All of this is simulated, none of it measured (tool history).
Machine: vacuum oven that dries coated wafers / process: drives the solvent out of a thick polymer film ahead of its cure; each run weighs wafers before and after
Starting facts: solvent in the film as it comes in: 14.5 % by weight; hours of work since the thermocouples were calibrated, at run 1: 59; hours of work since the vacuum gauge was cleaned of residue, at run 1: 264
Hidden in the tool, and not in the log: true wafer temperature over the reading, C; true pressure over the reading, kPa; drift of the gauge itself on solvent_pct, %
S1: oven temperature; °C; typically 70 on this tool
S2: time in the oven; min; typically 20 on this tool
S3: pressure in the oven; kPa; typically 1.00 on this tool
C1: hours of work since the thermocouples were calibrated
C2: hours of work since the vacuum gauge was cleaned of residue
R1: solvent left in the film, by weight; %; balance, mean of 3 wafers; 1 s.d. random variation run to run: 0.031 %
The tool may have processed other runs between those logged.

run	hour	S1	S2	S3	C1	C2	R1
1	0.0	70	20	1.00	59	264	3.12
2	8.5	70	20	1.00	65	270	3.14
3	21.2	70	20	1.00	73	278	3.03
4	34.5	70	20	1.00	81	287	3.15
5	44.8	70	20	1.00	88	293	3.11
6	54.2	70	20	1.00	94	299	3.15
7	65.5	70	20	0.85	102	307	3.02
8	75.7	72	20	0.85	108	313	2.47
9	88.7	72	20	0.85	117	322	2.50
10	98.6	72	20	0.85	123	328	2.52
11	110.7	72	20	0.85	131	336	2.52
12	122.9	72	20	0.85	139	344	2.48
13	133.1	72	20	0.85	146	351	2.54
14	144.0	72	20	0.85	153	358	2.49
15	160.0	72	20	0.85	163	368	2.51
16	171.4	70	20	1.00	171	376	3.06
17	179.2	70	20	1.00	176	381	3.09
18	186.8	70	14	1.49	181	386	4.77
19	194.5	63	21	1.62	186	391	5.35
20	207.5	63	21	1.62	194	399	5.39
21	214.3	68	23	0.50	199	404	2.79
22	230.5	65	22	0.75	209	414	3.95
23	243.6	65	22	0.75	218	423	3.94
24	255.3	65	22	0.75	225	431	3.96
25	270.3	65	22	0.75	235	440	3.92
26	281.5	83	11	1.19	242	448	2.10
27	297.1	83	11	1.19	253	458	2.10
28	312.6	69	11	3.13	263	468	6.86
29	328.8	69	11	3.13	273	478	6.77
30	335.5	69	11	3.13	278	483	6.77
31	346.7	70	20	1.72	285	490	3.54
32	354.9	79	20	1.13	290	495	1.30
33	362.3	79	20	1.13	295	500	1.28

Same runs, no hidden state in the tool, same run-to-run variation:
run	R1
1	3.07
2	3.10
3	2.99
4	3.11
5	3.07
6	3.11
7	2.98
8	2.44
9	2.47
10	2.50
11	2.50
12	2.46
13	2.52
14	2.48
15	2.51
16	3.06
17	3.08
18	4.78
19	5.36
20	5.40
21	2.80
22	3.96
23	3.95
24	3.98
25	3.95
26	2.13
27	2.14
28	6.92
29	6.84
30	6.84
31	3.59
32	1.31
33	1.29
